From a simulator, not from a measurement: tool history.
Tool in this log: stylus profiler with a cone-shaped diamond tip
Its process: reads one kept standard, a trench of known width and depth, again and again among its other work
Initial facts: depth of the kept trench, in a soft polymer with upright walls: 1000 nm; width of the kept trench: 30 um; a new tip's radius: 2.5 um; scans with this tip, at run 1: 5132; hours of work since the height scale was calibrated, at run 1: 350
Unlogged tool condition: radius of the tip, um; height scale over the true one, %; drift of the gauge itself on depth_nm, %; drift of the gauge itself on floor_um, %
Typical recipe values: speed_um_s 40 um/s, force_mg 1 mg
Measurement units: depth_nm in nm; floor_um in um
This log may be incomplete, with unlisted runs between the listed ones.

run   hour  speed_um_s  force_mg  scans with this tip  hours of work since the height scale was calibrated  depth_nm  floor_um
  1      0          40         1                 5132                                                  350   1005.62     24.79
  2   25.9          40         1                 5355                                                  365   1005.41     24.75
  3   49.6          40         1                 5560                                                  379   1005.52     24.69
  4   80.9          40       0.7                 5831                                                  398   1004.41     24.61
  5  112.6          40       0.7                 6105                                                  417   1004.22     24.56
  6  128.1          40       0.7                 6238                                                  426   1004.88      24.5
  7  146.9          40      0.87                 6401                                                  437   1005.91     24.49
  8  177.8          39      1.65                 6667                                                  455   1007.89     24.48
  9  198.9          31      0.36                 6849                                                  467   1003.21     24.42
 10  226.9          31      0.36                 7091                                                  484   1003.41     24.34
 11  259.1          47      1.11                 7369                                                  503   1006.26     24.35
 12  296.7          47      1.11                 7693                                                  525   1005.81     24.27
 13  312.4          14      1.95                 7829                                                  534   1008.59     24.35

5 ways to go on from here, each from the tool as it stands after run 13. What would each give?
  A  335.5          80      0.88                 8029                                                  548         ?         ?
  B  335.5          36      2.48                 8029                                                  548         ?         ?
  C  335.5         142      1.95                 8029                                                  548         ?         ?
  D  335.5         137      0.71                 8029                                                  548         ?         ?
  E  335.5          30      0.94                 8029                                                  548         ?         ?

run  depth_nm  floor_um
  A   1004.96     24.04
  B   1009.58     24.21
  C   1009.05     23.98
  D   1005.03      23.8
  E   1005.96     24.26
Had the tool no hidden state, the same runs would have come out as:
run  depth_nm  floor_um
  A   1004.08     25.68
  B    1008.7     25.85
  C   1008.16     25.63
  D   1004.15     25.44
  E   1005.08      25.9
